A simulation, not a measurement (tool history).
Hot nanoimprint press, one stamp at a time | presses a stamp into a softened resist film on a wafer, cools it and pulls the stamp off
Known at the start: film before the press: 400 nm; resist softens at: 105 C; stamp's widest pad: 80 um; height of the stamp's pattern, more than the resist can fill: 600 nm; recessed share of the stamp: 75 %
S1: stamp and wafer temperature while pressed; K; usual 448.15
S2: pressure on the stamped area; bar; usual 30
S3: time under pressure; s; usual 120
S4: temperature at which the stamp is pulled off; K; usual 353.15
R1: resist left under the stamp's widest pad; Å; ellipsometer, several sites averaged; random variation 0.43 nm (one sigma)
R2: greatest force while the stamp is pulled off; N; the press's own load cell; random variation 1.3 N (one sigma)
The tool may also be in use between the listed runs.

run   hour      S1    S2   S3      S4    R1   R2
  1      0  448.15    30  120  353.15  2206  143
  2    8.5  453.15    30  120  353.15  1884  143
  3   15.5  453.15    30  120  353.15  1875  144
  4   23.6  453.15    30  120  353.15  1879  143
  5   32.8  453.15    30  120  353.15  1892  146
  6   40.1  448.15    30   74  353.15  2576  145
  7   46.6  448.15    30   74  353.15  2582  145
  8   53.4  448.15    30   74  353.15  2586  145
  9   60.9  448.15    30   74  353.15  2582  143
      69.2  -- plate thermocouple calibrated
 10   73.3  448.15    30   74  353.15  2588  143
 11   81.2  448.15    30  120  353.15  2229  147
 12   88.4  457.15    30  120  353.15  1655  145
 13   99.5  448.15    30  120  353.15  2234  144
 14  104.2  448.15  32.1  120  353.15  2176  142
 15  112.3  443.15  39.1  120  358.15  2379  129
     118.8  -- gauge calibrated
 16  123.4  456.15  44.1  120  346.15  1428  160
 17  130.2  458.15  40.3  120  346.15  1392  163
     145.1  -- stamp cleaned and given a new release coat
 18  147.2  448.15    30  120  341.15  2219  173
 19  154.6  436.15    32  120  352.15  3056  145
 20  163.9  436.15    32   65  341.15  3387  175
 21  170.4  444.15  29.1  178  357.15  2244  132
 22  177.1  444.15  29.1  178  357.15  2253  132
 23    184  444.15  29.1  178  357.15  2246  133
 24  193.1  448.15  29.1  177  357.15  1971  132
 25  198.1  448.15  29.1  177  357.15  1967  131
 26  203.9  456.15  28.2   87  353.15  1984  145
 27  215.3  456.15  28.2   87  353.15  1988  144
 28  222.9  437.15    30  120  346.15  3033  163

4 ways to go on from here, each from the tool as it stands after run 28. What would each give?
  A  228.1  450.15    30  164  343.15   ?   ?
  B  228.1  437.15    30  128  348.15   ?   ?
  C  228.1  448.15    30  120  355.15   ?   ?
  D  228.1  437.15  28.3  120  346.15   ?   ?

run    R1   R2
  A  1871  168
  B  2990  153
  C  2228  137
  D  3089  159
Without the tool's hidden state the same runs would have given:
run    R1   R2
  A  1855  168
  B  2963  153
  C  2209  137
  D  3061  159
